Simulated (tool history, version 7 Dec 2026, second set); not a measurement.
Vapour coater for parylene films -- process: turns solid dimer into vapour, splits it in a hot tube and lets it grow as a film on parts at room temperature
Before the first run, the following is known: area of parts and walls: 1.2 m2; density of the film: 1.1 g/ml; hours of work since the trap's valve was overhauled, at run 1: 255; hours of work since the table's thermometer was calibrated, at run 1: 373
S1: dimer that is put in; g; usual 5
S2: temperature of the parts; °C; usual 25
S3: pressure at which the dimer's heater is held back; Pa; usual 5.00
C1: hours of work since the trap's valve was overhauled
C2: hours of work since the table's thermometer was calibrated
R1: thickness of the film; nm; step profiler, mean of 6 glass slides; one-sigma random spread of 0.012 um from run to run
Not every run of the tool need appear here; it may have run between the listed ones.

run,hour,S1,S2,S3,C1,C2,R1
1,0.0,5,25,5.00,255,373,2880
2,48.1,5,25,5.00,283,401,2870
3,84.9,5,25,5.00,304,423,2870
4,107.2,5,25,5.00,317,436,2850
5,148.6,5,25,5.00,341,460,2850
6,181.3,5,25,4.63,361,479,2890
7,224.9,5,25,4.63,386,504,2870
8,251.3,4,26,2.38,401,520,2550
9,274.3,4,26,2.38,415,533,2570
10,317.6,4,36,6.87,440,558,1400
11,341.1,9,24,5.00,454,572,5270
12,383.3,3,24,5.00,478,597,1760
# hour 390.8: trap's valve overhauled
13,429.5,3,30,2.89,23,621,1700
14,462.0,5,25,7.29,41,640,2770

Selected run-to-run steps in R1, each split into two signed amounts: the part the tool would show with no hidden state at all (from settings, incoming material and random variation), and the remainder, which goes to the hidden state together with any gauge scatter not common to the measured and the hidden-state-free results:
Unlogged tool condition in this case: vapour lost through the trap's worn valve, %; true temperature of the parts over the reading, C; drift of the gauge itself on film_um, %.
Run 10 -> 11: S1 4 -> 9, S2 36 -> 24, S3 6.87 -> 5.00. R1 +3870 nm: hidden state -220, all else +4090.

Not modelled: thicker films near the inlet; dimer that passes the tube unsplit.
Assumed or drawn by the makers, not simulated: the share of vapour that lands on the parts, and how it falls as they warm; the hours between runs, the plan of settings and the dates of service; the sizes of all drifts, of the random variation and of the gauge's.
